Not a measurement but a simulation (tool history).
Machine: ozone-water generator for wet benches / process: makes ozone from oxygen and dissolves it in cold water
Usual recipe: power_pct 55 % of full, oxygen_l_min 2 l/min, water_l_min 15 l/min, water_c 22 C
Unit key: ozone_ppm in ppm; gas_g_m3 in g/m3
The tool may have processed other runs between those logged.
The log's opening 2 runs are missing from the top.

run   hour  power_pct  oxygen_l_min  water_l_min  water_c  ozone_ppm  gas_g_m3
  3   73.9         55          1.17           15       22        6.8     196.3
  4  118.3         55          1.17           15       22        6.8     198.1
  5    143         55             2           15       22        8.4     169.1
  6    169         55             2           15       22        8.4     167.7
  7  217.7         55             2           15       22        8.4     167.7
  8  276.1         55          1.43           15       22        7.3     186.4
  9  314.8         55          1.43           15       22        7.5       185
 10  370.4         49             2           15       22        7.8     156.9
 11  395.1         49             2           15       22        7.6     156.9
 12  432.3         49             2           15       22        7.9       155
 13  483.9         55             2           15       22        8.3     166.1
 14  521.8         55             2           15       23        8.2     164.9
 15  572.9         55             2           15       22        8.2     166.3
     613.1  -- contactor cleaned
 16  613.1         55             2           15       22        9.2     163.1
 17  646.2         55             2           15       22        9.1     164.8
 18  676.2         55          3.52           11       22       14.2     137.3
 19  733.4         55          3.52           11       22       14.3       138

What does the tool deliver on the next run?
 20  788.9         55          3.52           11       22          ?         ?

{"run 20": {"ozone_ppm": 14.4, "gas_g_m3": 137.8}}
Had the tool carried no hidden state, the very same run would have given ozone_ppm 15.3 ppm, gas_g_m3 146 g/m3.
